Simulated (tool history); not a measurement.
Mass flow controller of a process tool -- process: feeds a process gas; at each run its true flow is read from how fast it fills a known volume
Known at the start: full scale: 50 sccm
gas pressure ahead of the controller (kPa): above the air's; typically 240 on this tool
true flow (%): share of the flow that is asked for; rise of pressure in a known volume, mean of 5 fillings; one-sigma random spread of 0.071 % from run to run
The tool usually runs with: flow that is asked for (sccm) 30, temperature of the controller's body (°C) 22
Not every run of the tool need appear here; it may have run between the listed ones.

run,hour,flow that is asked for (sccm),gas pressure ahead of the controller (kPa),temperature of the controller's body (°C),true flow (%)
1,0.0,30,240,22,99.58
2,458.1,30,240,22,99.64
3,834.1,30,240,34,100.59
4,1074.9,30,240,22,99.43
5,1578.6,30,240,22,99.24
6,2110.1,30,240,22,99.32
7,2342.3,7,240,22,98.86
8,2740.0,30,240,40,100.66
9,3016.3,6,240,20,98.47
10,3393.4,12,194,33,99.44
11,3773.9,24,165,36,99.62
12,4231.0,20,165,21,98.10
13,4602.9,34,202,22,98.50
# hour 4696.5: gauge calibrated
14,5126.7,34,202,20,99.23
15,5433.6,34,202,20,99.22

Consider 5 possible next runs. They are alternatives, not a sequence: every one starts from the tool as it was left by run 15. What does each give?
A,5859.6,5,202,20,?
B,5859.6,34,178,20,?
C,5859.6,5,254,20,?
D,5859.6,7,266,30,?
E,5859.6,34,202,23,?

run,true flow (%)
A,98.57
B,98.95
C,98.83
D,100.00
E,99.38
Take away the tool's hidden state, keep each run's random variation, and the runs would have read:
run,true flow (%)
A,98.82
B,99.19
C,99.07
D,100.25
E,99.62
